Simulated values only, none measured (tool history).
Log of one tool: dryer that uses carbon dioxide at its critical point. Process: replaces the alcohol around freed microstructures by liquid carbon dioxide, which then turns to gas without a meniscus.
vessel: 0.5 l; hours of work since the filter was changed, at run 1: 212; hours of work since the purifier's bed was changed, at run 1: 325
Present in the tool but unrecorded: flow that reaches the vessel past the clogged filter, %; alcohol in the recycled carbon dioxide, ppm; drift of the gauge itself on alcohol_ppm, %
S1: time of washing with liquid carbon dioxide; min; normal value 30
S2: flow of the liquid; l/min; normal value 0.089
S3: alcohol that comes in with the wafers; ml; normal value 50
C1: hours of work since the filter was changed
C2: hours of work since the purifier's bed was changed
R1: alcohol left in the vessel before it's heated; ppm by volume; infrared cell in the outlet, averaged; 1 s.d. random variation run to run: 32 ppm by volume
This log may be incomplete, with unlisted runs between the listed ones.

run,hour,S1,S2,S3,C1,C2,R1
1,0,30,0.089,50,212,325,3753
# hour 18.6: inlet filter changed
2,20.5,30,0.089,50,1,339,2158
3,41.6,30,0.089,50,16,353,2313
4,62.3,30,0.089,50,30,368,2329
5,96.5,30,0.089,50,54,392,2521
6,130.8,30,0.089,50,78,416,2691
7,149.9,30,0.089,71,92,429,4018

Run 8 has not been measured yet. What should we expect?
8,184.3,40,0.1228,50,116,453,?

For run 8 the tool returned R1 191 ppm by volume.
Without the tool's hidden state the same run would have given R1 92 ppm by volume.
